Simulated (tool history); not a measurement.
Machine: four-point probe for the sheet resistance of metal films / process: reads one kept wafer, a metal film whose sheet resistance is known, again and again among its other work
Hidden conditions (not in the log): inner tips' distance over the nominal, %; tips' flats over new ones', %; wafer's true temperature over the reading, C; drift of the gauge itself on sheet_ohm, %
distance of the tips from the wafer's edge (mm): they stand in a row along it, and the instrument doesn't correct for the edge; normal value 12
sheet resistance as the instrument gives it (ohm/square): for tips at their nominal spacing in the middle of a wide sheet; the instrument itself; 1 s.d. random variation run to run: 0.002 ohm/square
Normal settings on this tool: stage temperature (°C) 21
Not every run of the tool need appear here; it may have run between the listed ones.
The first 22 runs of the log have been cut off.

run	hour	stage temperature (°C)	distance of the tips from the wafer's edge (mm)	touches since the probe head was changed	hours of work since the stage's thermometer was calibrated	sheet resistance as the instrument gives it (ohm/square)
23	410.8	21	30	8812	1471	10.731802
24	423.3	21	30	8967	1478	10.731017
25	447.0	21	11	9260	1492	10.797576
26	458.4	28	46	9402	1499	10.606675
27	482.8	28	46	9704	1513	10.608368
28	498.6	25	12	9900	1523	10.716065
29	517.8	25	12	10137	1534	10.717809
30	542.2	25	12	10440	1549	10.718325
31	557.5	21	5	10629	1558	11.081352
32	568.2	25	49	10763	1564	10.653753
33	583.0	27	16	10946	1573	10.652602
34	606.6	19	9	11238	1587	10.869418
35	625.4	20	12	11472	1598	10.803644
36	648.0	23	51	11751	1612	10.690908
37	659.9	20	22	11899	1619	10.754124
38	674.8	32	17	12083	1628	10.567443
39	689.0	28	18	12260	1636	10.632702
40	699.6	28	18	12391	1642	10.634390
41	724.2	28	18	12695	1657	10.633816
42	742.7	25	8	12924	1668	10.796716
43	765.5	21	10	13207	1682	10.812993
44	785.8	27	10	13459	1694	10.710029
45	807.2	33	12	13724	1706	10.585061
46	832.9	33	12	14042	1722	10.585800

Predict each of these 3 candidate next runs independently; none follows another, all start after run 46:
A	856.0	24	46	14329	1735	?
B	856.0	35	11	14329	1735	?
C	856.0	29	12	14329	1735	?

run	sheet resistance as the instrument gives it (ohm/square)
A	10.668775
B	10.566670
C	10.652908
Had the tool no hidden state, the same runs would have come out as:
run	sheet resistance as the instrument gives it (ohm/square)
A	10.634080
B	10.532453
C	10.618338
